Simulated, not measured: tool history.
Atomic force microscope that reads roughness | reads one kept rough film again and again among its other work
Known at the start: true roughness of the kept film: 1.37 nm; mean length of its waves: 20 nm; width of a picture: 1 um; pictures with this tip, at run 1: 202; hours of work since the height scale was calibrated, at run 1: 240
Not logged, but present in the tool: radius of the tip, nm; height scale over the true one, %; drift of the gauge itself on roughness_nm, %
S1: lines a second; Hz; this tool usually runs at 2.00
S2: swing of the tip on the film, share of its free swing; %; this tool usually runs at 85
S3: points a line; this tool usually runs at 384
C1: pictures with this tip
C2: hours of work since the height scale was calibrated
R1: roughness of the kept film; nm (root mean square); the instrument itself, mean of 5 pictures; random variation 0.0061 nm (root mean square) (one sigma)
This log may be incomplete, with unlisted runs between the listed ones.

Run 1, hour 0.0: usual settings; C1 202; C2 240. Result: R1 0.860 nm (root mean square).
At hour 4.7: new tip fitted.
Run 2, hour 10.7: usual settings; C1 5; C2 245. Result: R1 1.147 nm (root mean square).
Run 3, hour 21.9: usual settings; C1 14; C2 250. Result: R1 1.122 nm (root mean square).
Run 4, hour 36.5: usual settings but S2 61 %; C1 25; C2 256. Result: R1 1.152 nm (root mean square).
Run 5, hour 45.9: usual settings but S2 68 %; C1 33; C2 261. Result: R1 1.139 nm (root mean square).
Run 6, hour 56.1: usual settings but S2 68 %; C1 41; C2 265. Result: R1 1.121 nm (root mean square).
Run 7, hour 62.7: usual settings but S2 65 %; C1 47; C2 268. Result: R1 1.114 nm (root mean square).
At hour 64.6: height scale calibrated on a step standard.
Run 8, hour 74.7: usual settings but S2 65 %; C1 56; C2 5. Result: R1 1.100 nm (root mean square).
Run 9, hour 87.4: usual settings but S1 1.10 Hz, S2 63 %, S3 782; C1 66; C2 10. Result: R1 1.110 nm (root mean square).
Run 10, hour 95.9: usual settings but S2 60 %, S3 358; C1 73; C2 14. Result: R1 1.070 nm (root mean square).
Run 11, hour 108.9: usual settings but S2 60 %, S3 358; C1 83; C2 20. Result: R1 1.057 nm (root mean square).
Run 12, hour 117.2: usual settings but S2 60 %, S3 358; C1 90; C2 24. Result: R1 1.050 nm (root mean square).
At hour 120.7: height scale calibrated on a step standard, once more.
Run 13, hour 131.9: usual settings but S2 59 %, S3 530; C1 101; C2 5. Result: R1 1.047 nm (root mean square).
Run 14, hour 138.4: usual settings but S1 3.24 Hz, S2 62 %, S3 1005; C1 106; C2 8. Result: R1 1.033 nm (root mean square).
Run 15, hour 152.2: usual settings but S1 3.24 Hz, S2 62 %, S3 1005; C1 117; C2 14. Result: R1 1.019 nm (root mean square).

Run 16 has not been measured yet. What should we expect?
Run 16, hour 163.3: usual settings but S1 3.24 Hz, S2 62 %, S3 1005; C1 126; C2 19. Result: R1 ?.

R1: 0.999 nm (root mean square)
With no hidden state in the tool, this same run would have given R1 1.212 nm (root mean square).
